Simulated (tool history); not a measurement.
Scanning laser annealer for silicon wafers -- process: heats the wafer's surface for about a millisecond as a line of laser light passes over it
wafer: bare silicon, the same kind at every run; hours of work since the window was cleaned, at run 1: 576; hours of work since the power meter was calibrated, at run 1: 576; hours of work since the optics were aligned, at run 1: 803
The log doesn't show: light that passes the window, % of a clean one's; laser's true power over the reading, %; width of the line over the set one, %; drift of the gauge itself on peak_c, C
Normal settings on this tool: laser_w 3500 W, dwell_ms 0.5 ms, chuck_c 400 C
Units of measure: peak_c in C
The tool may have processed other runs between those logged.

run   hour  laser_w  dwell_ms  chuck_c  hours of work since the window was cleaned  hours of work since the power meter was calibrated  hours of work since the optics were aligned  peak_c
  1      0     3500       0.5      400                                         576                                                 576                                          803    1121
  2   26.2     3500       0.5      400                                         595                                                 595                                          823    1118
      34.1  -- window over the wafer cleaned
  3     48     3500       0.5      400                                          10                                                 609                                          837    1143
  4     77     3500       0.5      400                                          32                                                 631                                          859    1143
  5  114.4     3500       0.5      370                                          59                                                 658                                          886    1112
     121.3  -- laser's power meter calibrated
  6  155.7     3439       0.5      400                                          87                                                  25                                          914    1127
  7  195.1     3439       0.5      400                                         116                                                  54                                          943    1125
     213.1  -- optics aligned, line set to its width
     219.7  -- laser's power meter calibrated, once more
  8  223.4     3500      0.52      409                                         131                                                   3                                            5    1172
  9  250.4     3363     0.367      400                                         151                                                  23                                           25    1026
 10  273.7     3504     0.367      380                                         168                                                  40                                           42    1028
 11  306.4     3500      0.49      380                                         192                                                  64                                           66    1119
 12  325.8     3500      0.49      380                                         206                                                  78                                           81    1118
 13  370.9     3117      0.49      380                                         240                                                 111                                          114    1044
 14  396.4     3117      0.49      380                                         258                                                 130                                          133    1039

Consider 4 possible next runs. They are alternatives, not a sequence: every one starts from the tool as it was left by run 14. What does each give?
  A  441.6     3597     0.547      408                                         292                                                 163                                          166       ?
  B  441.6     3740     0.611      383                                         292                                                 163                                          166       ?
  C  441.6     3546       0.5      384                                         292                                                 163                                          166       ?
  D  441.6     3809     0.488      394                                         292                                                 163                                          166       ?

run  peak_c
  A    1200
  B    1249
  C    1134
  D    1190
Without the tool's unlogged condition, the same runs would have read:
run  peak_c
  A    1217
  B    1267
  C    1150
  D    1206
